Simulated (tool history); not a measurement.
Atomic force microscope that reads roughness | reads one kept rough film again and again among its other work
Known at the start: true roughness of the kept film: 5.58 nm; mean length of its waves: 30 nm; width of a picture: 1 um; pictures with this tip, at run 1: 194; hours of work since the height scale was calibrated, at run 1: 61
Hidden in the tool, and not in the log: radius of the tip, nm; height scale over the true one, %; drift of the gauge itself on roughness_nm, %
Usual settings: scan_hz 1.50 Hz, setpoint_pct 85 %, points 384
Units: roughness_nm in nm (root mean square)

run,hour,scan_hz,setpoint_pct,points,pictures with this tip,hours of work since the height scale was calibrated,roughness_nm
1,0.0,1.50,85,384,194,61,3.438
2,8.5,1.50,73,384,202,65,3.580
3,16.8,1.50,73,384,209,68,3.538
4,23.3,1.50,73,384,214,71,3.535
5,28.3,1.50,73,384,219,73,3.498
6,35.2,1.50,73,384,225,76,3.444
7,39.2,1.50,73,384,228,77,3.459
8,43.7,1.50,73,384,232,79,3.451
9,48.9,1.50,73,384,236,81,3.447
10,53.0,1.15,85,384,240,83,3.341
11,59.5,1.50,85,707,245,85,3.243
12,63.9,1.50,85,707,249,87,3.268
13,73.1,1.50,85,475,257,91,3.218
# hour 78.0: new tip fitted
14,80.1,1.50,73,384,2,94,4.664
15,86.6,1.07,85,384,7,96,4.534
16,93.9,1.50,85,345,13,99,4.335
17,102.4,1.50,85,345,21,103,4.323
18,107.9,2.29,85,345,25,105,4.056
19,116.7,2.29,85,345,33,109,4.032
20,126.1,2.29,85,345,41,112,3.974
21,135.6,2.29,85,345,49,116,3.939
22,144.2,1.50,85,746,57,120,4.110
23,150.3,2.85,85,384,62,122,3.742
24,159.6,1.54,85,384,70,126,3.998
25,164.6,1.54,85,384,74,128,3.999
26,171.3,1.54,85,328,80,131,3.932
27,180.1,1.54,85,328,87,135,3.918
28,185.6,0.64,78,677,92,137,4.196
29,193.4,0.79,84,561,99,140,4.095
30,200.0,0.79,84,561,104,143,4.073
31,207.0,1.50,79,416,110,145,3.966
32,214.9,1.45,59,732,117,149,4.127
33,222.1,0.71,87,441,123,152,3.939
34,226.7,1.26,87,441,127,154,3.790
35,235.4,1.50,85,609,135,157,3.709
36,244.3,1.50,85,609,142,161,3.672
37,250.2,1.70,61,384,147,163,3.948
38,254.3,0.58,77,434,151,165,3.922
39,260.5,0.58,77,434,156,167,3.923

Forecast run 40:
40,270.1,1.50,56,802,164,171,?

roughness_nm: 3.915 nm (root mean square)
Without the tool's hidden state the same run would have given roughness_nm 4.863 nm (root mean square).
